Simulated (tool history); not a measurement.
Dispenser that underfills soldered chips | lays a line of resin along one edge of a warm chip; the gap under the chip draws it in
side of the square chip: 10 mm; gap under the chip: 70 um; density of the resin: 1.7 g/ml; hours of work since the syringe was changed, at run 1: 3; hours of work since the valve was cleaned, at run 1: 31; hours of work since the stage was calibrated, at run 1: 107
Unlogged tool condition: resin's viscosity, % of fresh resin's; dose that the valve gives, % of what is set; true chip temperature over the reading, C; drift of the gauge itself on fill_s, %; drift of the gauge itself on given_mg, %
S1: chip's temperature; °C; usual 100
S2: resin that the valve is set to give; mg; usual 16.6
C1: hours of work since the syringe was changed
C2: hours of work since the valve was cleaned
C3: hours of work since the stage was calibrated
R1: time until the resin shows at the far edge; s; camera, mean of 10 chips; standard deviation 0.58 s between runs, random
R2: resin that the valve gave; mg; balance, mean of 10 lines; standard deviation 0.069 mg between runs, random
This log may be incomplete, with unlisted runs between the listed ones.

run,hour,S1,S2,C1,C2,C3,R1,R2
1,0,100,16.6,3,31,107,57.5,16.27
# hour 9.7: new syringe of resin
2,11.5,100,16.6,1,38,114,52.1,16.23
3,18.9,100,16.6,6,43,119,67.6,16.17
# hour 23: new syringe of resin
# hour 24: dispensing valve cleaned and set on the balance
4,31.7,100,16.6,5,5,127,65.9,16.54
# hour 37.3: new syringe of resin
5,42.7,100,18.2,4,12,134,60.1,18.21
# hour 50.7: new syringe of resin
6,50.7,100,16.6,0,17,139,50.6,16.45
7,59.1,100,16.6,6,23,145,68.4,16.48
# hour 64: new syringe of resin
8,65.4,100,15.2,1,27,149,55.5,14.89
# hour 77.3: new syringe of resin
9,78.4,100,15.2,1,35,157,54.5,14.89
10,88.3,100,15.2,7,42,164,74.2,14.97
# hour 90.7: new syringe of resin
# hour 95.1: dispensing valve cleaned and set on the balance
11,101.4,100,15.2,6,4,171,72,15.24
# hour 105.4: new syringe of resin
12,114.4,100,15.2,6,13,180,70.7,15.08
# hour 118.7: new syringe of resin
13,121.3,100,15.2,2,17,184,58.1,14.99
14,127.4,87,15.2,6,21,188,106.8,15.06
# hour 132.7: new syringe of resin
15,134.2,100,17.4,1,25,193,54.7,17.18
16,144.1,96,14.8,8,32,199,89.8,14.46
# hour 146.5: new syringe of resin
17,152.6,93,19,4,37,205,78,18.44
# hour 159.9: new syringe of resin
18,163.2,103,15,2,44,211,54.4,14.64
# hour 165.8: dispensing valve cleaned and set on the balance
19,171.6,103,15,7,4,216,68.4,14.94
# hour 175.1: new syringe of resin
20,181.1,89,16.6,4,10,222,89.3,16.53
# hour 188.3: new syringe of resin
21,193.8,100,19,4,18,231,59.5,18.78
# hour 201.8: new syringe of resin
22,204.5,97,21.2,2,25,237,61.6,20.81
23,211.1,91,15,6,29,242,98,14.6
# hour 215.7: new syringe of resin
24,217.3,89,21.1,1,33,246,76.8,20.65
25,226.3,90,18.5,7,39,252,100.7,17.98
# hour 229.2: new syringe of resin
26,233,104,14.6,3,44,256,56.2,14.2
# hour 236.7: dispensing valve cleaned and set on the balance
27,241,103,16.5,7,3,261,68.9,16.49
# hour 244.5: new syringe of resin
28,250.9,86,16.1,4,9,267,102.3,15.96

A few steps of R1 between consecutive runs. Split each: what settings, incoming material and random variation would produce without the hidden state, and what is left over for the hidden state, along with gauge scatter present in only one of the two compared results (measured, and without hidden state):
Run 13 -> 14: S1 100 -> 87. R1 +48.7 s: hidden state +23.2, all else +25.5.
Run 14 -> 15: S1 87 -> 100, S2 15.2 -> 17.4, new syringe of resin. R1 -52.1 s: hidden state -25.3, all else -26.8.
Run 15 -> 16: S1 100 -> 96, S2 17.4 -> 14.8. R1 +35.1 s: hidden state +26, all else +9.1.
Run 24 -> 25: S1 89 -> 90, S2 21.1 -> 18.5. R1 +23.9 s: hidden state +25.5, all else -1.6.
